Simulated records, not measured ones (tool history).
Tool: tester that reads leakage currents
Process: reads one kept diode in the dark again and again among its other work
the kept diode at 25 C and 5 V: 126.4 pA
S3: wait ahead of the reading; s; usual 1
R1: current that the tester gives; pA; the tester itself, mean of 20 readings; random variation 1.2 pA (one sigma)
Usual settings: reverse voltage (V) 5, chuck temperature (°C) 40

Run 1, hour 0: usual settings. Result: R1 410.7 pA.
Run 2, hour 159.4: usual settings. Result: R1 417.04 pA.
Run 3, hour 276.3: usual settings but S3 1.23 s. Result: R1 421.01 pA.
Run 4, hour 451.9: usual settings but reverse voltage (V) 3.46. Result: R1 369.3 pA.
At hour 549.2: probe card cleaned and baked.
Run 5, hour 619: usual settings but reverse voltage (V) 3.46. Result: R1 367.42 pA.
Run 6, hour 729.3: usual settings but reverse voltage (V) 3.46. Result: R1 369.2 pA.
Run 7, hour 899.4: usual settings but reverse voltage (V) 3.46. Result: R1 378.49 pA.
Run 8, hour 1099.2: usual settings but reverse voltage (V) 3.73, chuck temperature (°C) 23, S3 0.74 s. Result: R1 107.27 pA.
Run 9, hour 1252.2: usual settings but reverse voltage (V) 17.1, chuck temperature (°C) 35, S3 0.74 s. Result: R1 476.08 pA.
Run 10, hour 1472.4: usual settings but reverse voltage (V) 3.05. Result: R1 375.28 pA.
Run 11, hour 1642.8: usual settings but reverse voltage (V) 3.05. Result: R1 379.72 pA.
Run 12, hour 1841.9: usual settings but reverse voltage (V) 8.4, chuck temperature (°C) 32, S3 7.06 s. Result: R1 309.33 pA.
Run 13, hour 2056: usual settings but reverse voltage (V) 1.2, chuck temperature (°C) 45, S3 2.94 s. Result: R1 401.73 pA.
At hour 2152.8: chuck's temperature calibrated.
Run 14, hour 2183.3: usual settings but reverse voltage (V) 3.75, chuck temperature (°C) 30, S3 1.15 s. Result: R1 174.33 pA.

Forecast each of these 4 alternatives for the next run:
Run A, hour 2400.2: usual settings but reverse voltage (V) 11.91, chuck temperature (°C) 37, S3 5.94 s. Result: R1 ?.
Run B, hour 2400.2: usual settings but reverse voltage (V) 8.35, chuck temperature (°C) 22, S3 0.44 s. Result: R1 ?.
Run C, hour 2400.2: usual settings but reverse voltage (V) 2.12, S3 5 s. Result: R1 ?.
Run D, hour 2400.2: usual settings but reverse voltage (V) 2.32, S3 6.55 s. Result: R1 ?.

run      R1
  A  455.21
  B  131.73
  C  302.68
  D   312.9
Without the tool's hidden state the same runs would have given:
run      R1
  A  436.52
  B  121.17
  C  296.21
  D  306.07
